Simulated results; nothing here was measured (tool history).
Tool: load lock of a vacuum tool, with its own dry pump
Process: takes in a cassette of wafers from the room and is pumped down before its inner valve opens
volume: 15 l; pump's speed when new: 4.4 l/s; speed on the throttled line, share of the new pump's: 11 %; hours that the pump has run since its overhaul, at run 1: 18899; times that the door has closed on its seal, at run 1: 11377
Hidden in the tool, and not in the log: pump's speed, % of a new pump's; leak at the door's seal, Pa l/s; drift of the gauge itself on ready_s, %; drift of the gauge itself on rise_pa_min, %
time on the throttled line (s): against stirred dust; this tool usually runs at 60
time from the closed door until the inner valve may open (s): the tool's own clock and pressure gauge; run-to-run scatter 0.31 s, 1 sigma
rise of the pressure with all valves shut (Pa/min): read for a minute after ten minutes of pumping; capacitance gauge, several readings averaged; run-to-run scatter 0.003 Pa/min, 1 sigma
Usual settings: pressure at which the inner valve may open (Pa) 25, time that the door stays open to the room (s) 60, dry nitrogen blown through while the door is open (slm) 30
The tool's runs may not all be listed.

| run | hour | time on the throttled line (s) | pressure at which the inner valve may open (Pa) | time that the door stays open to the room (s) | dry nitrogen blown through while the door is open (slm) | hours that the pump has run since its overhaul | times that the door has closed on its seal | incoming humidity of the room's air, % | time from the closed door until the inner valve may open (s) | rise of the pressure with all valves shut (Pa/min) |
|---|---|---|---|---|---|---|---|---|---|---|
| 1 | 0.0 | 60 | 25 | 60 | 30 | 18899 | 11377 | 46.1 | 85.4 | 0.139 |
| 2 | 339.0 | 60 | 25 | 60 | 30 | 19238 | 12275 | 46.1 | 85.1 | 0.146 |
| 3 | 752.7 | 60 | 25 | 36 | 30 | 19652 | 13371 | 44.2 | 84.5 | 0.140 |
| 4 | 1127.2 | 60 | 25 | 36 | 30 | 20026 | 14363 | 44.2 | 84.8 | 0.153 |
|  | 1159.6 | dry pump taken out, an overhauled one fitted |
| 5 | 1598.4 | 60 | 25 | 36 | 30 | 439 | 15596 | 46.6 | 81.0 | 0.174 |
| 6 | 1917.3 | 60 | 25 | 36 | 30 | 758 | 16441 | 46.8 | 81.4 | 0.184 |

Estimate the outcome of run 7 from the log above:
| 7 | 2333.9 | 81 | 25 | 60 | 30 | 1174 | 17544 | 46.7 | ? | ? |

{"run 7": {"time from the closed door until the inner valve may open (s)": 99.9, "rise of the pressure with all valves shut (Pa/min)": 0.207}}
Had the tool carried no hidden state, the very same run would have given time from the closed door until the inner valve may open (s) 99.9, rise of the pressure with all valves shut (Pa/min) 0.050.
